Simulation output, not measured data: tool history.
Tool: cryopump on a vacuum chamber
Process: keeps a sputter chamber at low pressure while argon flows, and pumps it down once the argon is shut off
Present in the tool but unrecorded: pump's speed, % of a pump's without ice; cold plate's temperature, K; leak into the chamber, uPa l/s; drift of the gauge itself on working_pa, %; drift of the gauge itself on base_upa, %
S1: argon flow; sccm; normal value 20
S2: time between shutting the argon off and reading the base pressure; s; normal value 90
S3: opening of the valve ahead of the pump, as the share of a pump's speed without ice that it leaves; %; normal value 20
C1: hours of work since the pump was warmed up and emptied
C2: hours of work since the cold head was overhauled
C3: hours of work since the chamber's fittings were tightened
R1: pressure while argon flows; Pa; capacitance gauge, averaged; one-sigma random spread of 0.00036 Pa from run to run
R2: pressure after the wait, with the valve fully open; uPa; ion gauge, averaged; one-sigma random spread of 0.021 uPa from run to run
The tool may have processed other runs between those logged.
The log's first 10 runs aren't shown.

run,hour,S1,S2,S3,C1,C2,C3,R1,R2
11,221,20,90,20,593,593,593,0.085,0.96
12,248.3,20,90,20,606,606,606,0.0853,0.95
13,275.1,20,90,20,619,619,619,0.085,0.93
14,295.4,20,144,20,629,629,629,0.0847,0.83
15,314.8,20,144,20,638,638,638,0.0853,0.76
16,335.7,8,90,20,649,649,649,0.0337,0.92
17,364.1,16,31,43,662,662,662,0.0323,1.56
18,391.7,11,31,17,676,676,676,0.0552,1.58
19,413.1,11,120,56,686,686,686,0.0177,0.89
20,442,18,38,53,700,700,700,0.03,1.43
21,468.8,26,204,20,713,713,713,0.1117,0.87
22,503.7,26,204,20,730,730,730,0.111,0.79
23,520.4,26,204,20,738,738,738,0.1115,0.83
24,543.6,20,49,20,750,750,750,0.0853,1.34
25,572.7,13,269,20,764,764,764,0.0557,0.78
26,594.2,35,90,21,774,774,774,0.1429,1.04

Predict the results of run 27:
27,622.1,9,193,35,788,788,788,?,?

Run 27 produced R1 0.0225 Pa, R2 0.85 uPa.
Minus the tool's unlogged condition, the same run would have read R1 0.0216 Pa, R2 0.3 uPa.

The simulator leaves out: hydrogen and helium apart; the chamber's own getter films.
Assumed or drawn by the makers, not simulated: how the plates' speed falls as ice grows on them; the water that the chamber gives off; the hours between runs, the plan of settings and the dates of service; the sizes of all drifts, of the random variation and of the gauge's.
